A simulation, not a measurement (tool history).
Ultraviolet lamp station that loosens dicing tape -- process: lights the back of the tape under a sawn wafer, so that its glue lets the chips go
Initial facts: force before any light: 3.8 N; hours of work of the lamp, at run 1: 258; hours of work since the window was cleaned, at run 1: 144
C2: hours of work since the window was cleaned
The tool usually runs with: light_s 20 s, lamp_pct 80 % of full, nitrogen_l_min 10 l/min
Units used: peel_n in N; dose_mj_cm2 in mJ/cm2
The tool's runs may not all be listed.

run 1 hour=0 | light_s=20 lamp_pct=80 nitrogen_l_min=10 | hours_of_work_of_the_lamp=258 C2=144 | peel_n=0.398 dose_mj_cm2=391
run 2 hour=48.6 | light_s=20 lamp_pct=80 nitrogen_l_min=10 | hours_of_work_of_the_lamp=290 C2=176 | peel_n=0.425 dose_mj_cm2=376
run 3 hour=108.4 | light_s=28 lamp_pct=80 nitrogen_l_min=10 | hours_of_work_of_the_lamp=329 C2=215 | peel_n=0.247 dose_mj_cm2=520
-- hour=136.7 window cleaned of glue's vapour
run 4 hour=137.1 | light_s=20 lamp_pct=80 nitrogen_l_min=10 | hours_of_work_of_the_lamp=347 C2=0 | peel_n=0.575 dose_mj_cm2=316
run 5 hour=164.2 | light_s=20 lamp_pct=95 nitrogen_l_min=10 | hours_of_work_of_the_lamp=365 C2=18 | peel_n=0.441 dose_mj_cm2=364
run 6 hour=190.7 | light_s=20 lamp_pct=80 nitrogen_l_min=5 | hours_of_work_of_the_lamp=382 C2=35 | peel_n=0.898 dose_mj_cm2=302
run 7 hour=233 | light_s=20 lamp_pct=80 nitrogen_l_min=5 | hours_of_work_of_the_lamp=410 C2=63 | peel_n=0.967 dose_mj_cm2=294
run 8 hour=278.3 | light_s=20 lamp_pct=80 nitrogen_l_min=7 | hours_of_work_of_the_lamp=439 C2=92 | peel_n=0.84 dose_mj_cm2=281
run 9 hour=312.5 | light_s=20 lamp_pct=79 nitrogen_l_min=5 | hours_of_work_of_the_lamp=461 C2=114 | peel_n=1.037 dose_mj_cm2=275
run 10 hour=350.7 | light_s=18 lamp_pct=78 nitrogen_l_min=8 | hours_of_work_of_the_lamp=486 C2=139 | peel_n=0.952 dose_mj_cm2=236
-- hour=388.1 window cleaned of glue's vapour, once more
run 11 hour=408.8 | light_s=18 lamp_pct=78 nitrogen_l_min=8 | hours_of_work_of_the_lamp=524 C2=13 | peel_n=0.495 dose_mj_cm2=371
run 12 hour=458.4 | light_s=34 lamp_pct=93 nitrogen_l_min=11 | hours_of_work_of_the_lamp=556 C2=46 | peel_n=0.156 dose_mj_cm2=813
run 13 hour=496.2 | light_s=12 lamp_pct=76 nitrogen_l_min=14 | hours_of_work_of_the_lamp=581 C2=70 | peel_n=0.752 dose_mj_cm2=228

For each run, the measured value with the value that run would have given without the tool's hidden condition subtracted. The run-to-run variation is shared by both, the gauge scatter possibly not:
The hidden state here: lamp's light, % of a new lamp's; light that the window lets through, % of a clean one's; drift of the gauge itself on peel_n, %; drift of the gauge itself on dose_mj_cm2, %.
run=1 peel_n=+0.09 dose_mj_cm2=-67
run=2 peel_n=+0.11 dose_mj_cm2=-76
run=3 peel_n=+0.06 dose_mj_cm2=-127
run=4 peel_n=+0.27 dose_mj_cm2=-148
run=5 peel_n=+0.209 dose_mj_cm2=-180
run=6 peel_n=+0.424 dose_mj_cm2=-158
run=7 peel_n=+0.47 dose_mj_cm2=-165
run=8 peel_n=+0.446 dose_mj_cm2=-173
run=9 peel_n=+0.539 dose_mj_cm2=-180
run=10 peel_n=+0.524 dose_mj_cm2=-166
run=11 peel_n=+0.066 dose_mj_cm2=-34
run=12 peel_n=+0.006 dose_mj_cm2=-98
run=13 peel_n=+0.136 dose_mj_cm2=-32

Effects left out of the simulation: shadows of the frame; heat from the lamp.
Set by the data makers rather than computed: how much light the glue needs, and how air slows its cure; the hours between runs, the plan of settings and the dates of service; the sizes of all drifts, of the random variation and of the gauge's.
